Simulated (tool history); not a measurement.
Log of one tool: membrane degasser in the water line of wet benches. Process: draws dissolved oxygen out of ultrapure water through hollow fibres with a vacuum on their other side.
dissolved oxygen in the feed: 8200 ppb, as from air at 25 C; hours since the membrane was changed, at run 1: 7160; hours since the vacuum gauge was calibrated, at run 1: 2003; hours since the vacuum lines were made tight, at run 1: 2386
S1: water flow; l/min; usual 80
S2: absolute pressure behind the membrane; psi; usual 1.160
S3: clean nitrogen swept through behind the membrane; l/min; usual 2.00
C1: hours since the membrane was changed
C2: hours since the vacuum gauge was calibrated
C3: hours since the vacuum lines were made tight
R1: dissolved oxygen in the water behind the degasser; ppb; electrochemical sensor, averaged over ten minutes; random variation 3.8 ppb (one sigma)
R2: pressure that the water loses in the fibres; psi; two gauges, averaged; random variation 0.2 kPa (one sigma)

run	hour	S1	S2	S3	C1	C2	C3	R1	R2
1	0.0	80	1.160	2.00	7160	2003	2386	401.7	6.788
2	107.3	80	1.160	2.00	7267	2111	2493	400.4	6.796
3	233.3	80	1.160	2.00	7393	2237	2619	401.0	6.834
4	412.2	80	1.160	2.52	7572	2416	2798	336.4	6.805
5	588.1	80	1.160	2.52	7748	2591	2974	335.6	6.866
6	809.0	80	1.160	2.52	7969	2812	3195	341.1	6.882
7	1037.0	80	1.160	2.52	8197	3040	3423	340.0	6.936
8	1163.3	66	1.160	2.52	8323	3167	3549	285.7	5.667
9	1303.9	66	1.160	2.52	8463	3307	3690	290.0	5.697
10	1479.5	66	1.160	2.52	8639	3483	3865	289.3	5.755
# hour 1614.1: membrane cartridge changed
11	1633.9	66	1.160	2.52	20	3633	4016	288.9	4.972
12	1748.9	80	1.160	2.00	135	3748	4131	400.7	6.016
13	1871.5	80	1.160	2.00	257	3871	4253	402.4	6.052
# hour 1958.5: seals of the vacuum lines changed
14	1971.8	80	1.160	2.00	356	3969	13	401.4	6.086
15	2135.2	80	1.160	2.00	519	4133	177	403.4	6.080
16	2252.3	80	1.160	5.82	636	4250	294	169.0	6.068
17	2383.2	80	1.160	5.82	767	4381	425	169.5	6.126
18	2546.8	50	1.160	1.53	931	4544	588	344.5	3.819
19	2771.8	50	1.160	1.53	1156	4769	813	345.0	3.870
20	2930.3	50	1.160	1.53	1314	4928	972	344.4	3.854
21	3044.5	50	1.694	1.53	1428	5042	1086	579.9	3.887
22	3152.9	50	1.694	1.53	1537	5150	1194	582.5	3.909
23	3371.3	50	1.694	1.53	1755	5369	1413	582.2	3.859
24	3474.0	104	1.208	3.50	1858	5471	1515	360.9	8.077
25	3602.2	58	1.849	1.31	1986	5600	1644	811.5	4.503
26	3814.1	85	2.514	2.00	2198	5811	1856	1122.8	6.604
27	4020.8	116	0.777	2.00	2405	6018	2062	309.9	9.107
28	4236.9	49	2.289	4.89	2621	6234	2278	303.4	3.865
29	4375.9	55	1.160	1.47	2760	6373	2417	401.9	4.324
30	4508.4	84	1.160	2.00	2892	6506	2550	443.7	6.657
31	4632.0	112	1.259	1.12	3016	6629	2673	899.2	8.885
32	4859.6	112	0.973	1.12	3244	6857	2901	619.4	8.895
# hour 4962.5: vacuum gauge calibrated
33	5052.3	63	2.205	2.00	3436	90	3093	733.5	5.060

How the hidden state differs across the entries between the runs, from the last listed run before each to the first after it:
Between runs 10 and 11: membrane cartridge changed (hour 1614.1)
  membrane still open, %: 86.9 -> 100; true pressure behind the membrane over the reading, kPa: 0.33 -> 0.35; air that leaks in behind the membrane, l/min: 0.0229 -> 0.0237
  measured less the result without the state, R1: +24.5 -> +19.7 ppb; R2: +0.748 -> +0.001 psi
Between runs 13 and 14: seals of the vacuum lines changed (hour 1958.5)
  membrane still open, %: 99.6 -> 99.4; true pressure behind the membrane over the reading, kPa: 0.37 -> 0.38; air that leaks in behind the membrane, l/min: 0.0251 -> 0.0015
  measured less the result without the state, R1: +27.7 -> +28.1 ppb; R2: +0.026 -> +0.035 psi
Between runs 32 and 33: vacuum gauge calibrated (hour 4962.5)
  membrane still open, %: 95 -> 94.7; true pressure behind the membrane over the reading, kPa: 0.66 -> 0.01; air that leaks in behind the membrane, l/min: 0.0178 -> 0.0189
  measured less the result without the state, R1: +94.7 -> +3.7 ppb; R2: +0.444 -> +0.268 psi
